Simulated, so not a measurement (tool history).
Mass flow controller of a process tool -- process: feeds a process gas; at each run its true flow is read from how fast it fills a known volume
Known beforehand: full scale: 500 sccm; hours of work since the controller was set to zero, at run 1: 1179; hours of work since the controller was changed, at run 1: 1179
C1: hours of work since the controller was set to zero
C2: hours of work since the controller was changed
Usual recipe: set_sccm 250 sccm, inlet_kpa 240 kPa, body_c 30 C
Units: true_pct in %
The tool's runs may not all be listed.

run 1 hour=0 | set_sccm=250 inlet_kpa=240 body_c=30 | C1=1179 C2=1179 | true_pct=98.5
run 2 hour=75.5 | set_sccm=250 inlet_kpa=240 body_c=30 | C1=1230 C2=1230 | true_pct=98.53
run 3 hour=110.6 | set_sccm=250 inlet_kpa=204 body_c=30 | C1=1253 C2=1253 | true_pct=98.38
run 4 hour=166.1 | set_sccm=250 inlet_kpa=240 body_c=31 | C1=1290 C2=1290 | true_pct=98.45
run 5 hour=196.9 | set_sccm=250 inlet_kpa=240 body_c=31 | C1=1311 C2=1311 | true_pct=98.58
run 6 hour=240 | set_sccm=250 inlet_kpa=240 body_c=30 | C1=1340 C2=1340 | true_pct=98.66
run 7 hour=293.8 | set_sccm=250 inlet_kpa=240 body_c=30 | C1=1376 C2=1376 | true_pct=98.7
run 8 hour=334.8 | set_sccm=250 inlet_kpa=240 body_c=30 | C1=1404 C2=1404 | true_pct=98.9
run 9 hour=379.5 | set_sccm=250 inlet_kpa=240 body_c=30 | C1=1434 C2=1434 | true_pct=98.86
run 10 hour=429.9 | set_sccm=250 inlet_kpa=202 body_c=30 | C1=1467 C2=1467 | true_pct=98.65
run 11 hour=483.4 | set_sccm=114 inlet_kpa=202 body_c=30 | C1=1503 C2=1503 | true_pct=97.91
run 12 hour=540.8 | set_sccm=114 inlet_kpa=202 body_c=30 | C1=1542 C2=1542 | true_pct=97.8
run 13 hour=580.6 | set_sccm=114 inlet_kpa=202 body_c=30 | C1=1568 C2=1568 | true_pct=97.98
run 14 hour=638.3 | set_sccm=250 inlet_kpa=240 body_c=30 | C1=1607 C2=1607 | true_pct=99.14
run 15 hour=686.8 | set_sccm=250 inlet_kpa=204 body_c=30 | C1=1640 C2=1640 | true_pct=98.86
run 16 hour=734.1 | set_sccm=250 inlet_kpa=204 body_c=30 | C1=1671 C2=1671 | true_pct=98.99
run 17 hour=770.9 | set_sccm=111 inlet_kpa=240 body_c=30 | C1=1696 C2=1696 | true_pct=98.45
run 18 hour=802.5 | set_sccm=111 inlet_kpa=245 body_c=30 | C1=1717 C2=1717 | true_pct=98.57
run 19 hour=836.9 | set_sccm=111 inlet_kpa=245 body_c=30 | C1=1740 C2=1740 | true_pct=98.53
-- hour=860.2 gauge calibrated
run 20 hour=877.2 | set_sccm=111 inlet_kpa=245 body_c=30 | C1=1767 C2=1767 | true_pct=97.73
run 21 hour=923.7 | set_sccm=111 inlet_kpa=245 body_c=30 | C1=1798 C2=1798 | true_pct=97.78
run 22 hour=960.4 | set_sccm=111 inlet_kpa=245 body_c=30 | C1=1823 C2=1823 | true_pct=97.85
run 23 hour=1000.7 | set_sccm=250 inlet_kpa=240 body_c=30 | C1=1850 C2=1850 | true_pct=98.46
run 24 hour=1051.3 | set_sccm=148 inlet_kpa=212 body_c=23 | C1=1884 C2=1884 | true_pct=98.32
run 25 hour=1110.3 | set_sccm=52 inlet_kpa=238 body_c=20 | C1=1924 C2=1924 | true_pct=98.32
run 26 hour=1180.3 | set_sccm=52 inlet_kpa=238 body_c=20 | C1=1971 C2=1971 | true_pct=98.36
run 27 hour=1236.6 | set_sccm=52 inlet_kpa=238 body_c=20 | C1=2008 C2=2008 | true_pct=98.47
run 28 hour=1269.6 | set_sccm=52 inlet_kpa=192 body_c=23 | C1=2030 C2=2030 | true_pct=97.9
run 29 hour=1337.3 | set_sccm=52 inlet_kpa=192 body_c=23 | C1=2076 C2=2076 | true_pct=97.92
run 30 hour=1374.6 | set_sccm=147 inlet_kpa=180 body_c=30 | C1=2101 C2=2101 | true_pct=97.97
run 31 hour=1435.7 | set_sccm=147 inlet_kpa=180 body_c=24 | C1=2142 C2=2142 | true_pct=98.47
run 32 hour=1469.6 | set_sccm=226 inlet_kpa=254 body_c=24 | C1=2165 C2=2165 | true_pct=99.48
run 33 hour=1517.7 | set_sccm=304 inlet_kpa=195 body_c=24 | C1=2197 C2=2197 | true_pct=99.53
run 34 hour=1557.9 | set_sccm=304 inlet_kpa=195 body_c=24 | C1=2224 C2=2224 | true_pct=99.67
run 35 hour=1618 | set_sccm=304 inlet_kpa=195 body_c=22 | C1=2264 C2=2264 | true_pct=99.91
run 36 hour=1678 | set_sccm=304 inlet_kpa=195 body_c=22 | C1=2304 C2=2304 | true_pct=100.01
run 37 hour=1709.3 | set_sccm=304 inlet_kpa=195 body_c=22 | C1=2325 C2=2325 | true_pct=100.05
run 38 hour=1748.8 | set_sccm=304 inlet_kpa=195 body_c=22 | C1=2352 C2=2352 | true_pct=100.04
run 39 hour=1794.3 | set_sccm=130 inlet_kpa=262 body_c=26 | C1=2382 C2=2382 | true_pct=99.22
run 40 hour=1840.1 | set_sccm=130 inlet_kpa=149 body_c=25 | C1=2413 C2=2413 | true_pct=98.39
run 41 hour=1914 | set_sccm=277 inlet_kpa=261 body_c=27 | C1=2463 C2=2463 | true_pct=100.12
run 42 hour=1973.4 | set_sccm=250 inlet_kpa=240 body_c=35 | C1=2502 C2=2502 | true_pct=99.23
run 43 hour=2049.3 | set_sccm=250 inlet_kpa=240 body_c=35 | C1=2553 C2=2553 | true_pct=99.31
run 44 hour=2105.3 | set_sccm=59 inlet_kpa=182 body_c=25 | C1=2591 C2=2591 | true_pct=98.49
run 45 hour=2159.3 | set_sccm=250 inlet_kpa=158 body_c=31 | C1=2627 C2=2627 | true_pct=99.16

5 options for the next run, each taken on its own from the tool as it stands now. Forecast them:
run A hour=2222.8 | set_sccm=266 inlet_kpa=210 body_c=33 | C1=2670 C2=2670 | true_pct=?
run B hour=2222.8 | set_sccm=50 inlet_kpa=240 body_c=30 | C1=2670 C2=2670 | true_pct=?
run C hour=2222.8 | set_sccm=119 inlet_kpa=158 body_c=27 | C1=2670 C2=2670 | true_pct=?
run D hour=2222.8 | set_sccm=250 inlet_kpa=240 body_c=20 | C1=2670 C2=2670 | true_pct=?
run E hour=2222.8 | set_sccm=250 inlet_kpa=205 body_c=33 | C1=2670 C2=2670 | true_pct=?

run=A true_pct=99.57
run=B true_pct=98.67
run=C true_pct=98.87
run=D true_pct=100.73
run=E true_pct=99.44
Stripped of hidden state, with their random variation kept, the same runs would have yielded:
run=A true_pct=98.11
run=B true_pct=97.25
run=C true_pct=97.43
run=D true_pct=99.25
run=E true_pct=97.98
